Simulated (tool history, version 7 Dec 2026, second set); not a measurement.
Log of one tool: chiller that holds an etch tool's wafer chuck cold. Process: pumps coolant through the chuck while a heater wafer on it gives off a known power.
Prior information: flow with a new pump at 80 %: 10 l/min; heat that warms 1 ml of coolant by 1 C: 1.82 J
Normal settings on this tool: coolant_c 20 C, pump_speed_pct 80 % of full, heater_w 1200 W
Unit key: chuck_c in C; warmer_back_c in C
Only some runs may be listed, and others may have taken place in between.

run,hour,coolant_c,pump_speed_pct,heater_w,chuck_c,warmer_back_c
1,0.0,20,80,1200,30.9,3.94
2,43.7,20,80,1200,30.9,3.95
3,87.9,20,80,1200,30.9,3.98
4,150.3,20,80,1200,31.0,3.97
# hour 214.6: chiller's thermometer calibrated
5,214.6,17,80,1200,27.7,3.99
6,264.2,20,80,1106,30.0,3.66
7,309.5,20,80,1200,30.6,4.00
8,350.5,20,80,1200,30.5,3.99
9,401.3,20,71,1200,31.6,4.49
10,446.7,20,71,1200,31.6,4.49
11,527.6,20,71,1200,31.5,4.53
12,587.5,22,96,1251,32.6,3.45
13,674.0,11,96,1299,21.8,3.60
14,721.8,19,80,1240,30.5,4.17
15,777.4,20,80,632,26.0,2.14
16,824.1,17,85,632,22.8,1.97
17,885.7,20,80,727,26.8,2.42
18,965.3,29,77,1577,44.3,5.49
19,1030.9,24,77,1088,34.9,3.78
20,1117.4,20,97,1445,32.5,3.99

Below are 5 alternative next runs, each starting from the tool's condition after run 20. Predict each:
A,1180.1,20,82,1038,?,?
B,1180.1,20,80,1134,?,?
C,1180.1,20,94,1445,?,?
D,1180.1,13,81,1791,?,?
E,1180.1,20,64,754,?,?

run,chuck_c,warmer_back_c
A,29.8,3.38
B,31.1,3.79
C,32.8,4.13
D,29.9,5.94
E,28.3,3.21
Had the tool no hidden state, the same runs would have come out as:
run,chuck_c,warmer_back_c
A,27.7,3.32
B,28.8,3.71
C,30.1,4.06
D,26.4,5.83
E,26.6,3.15
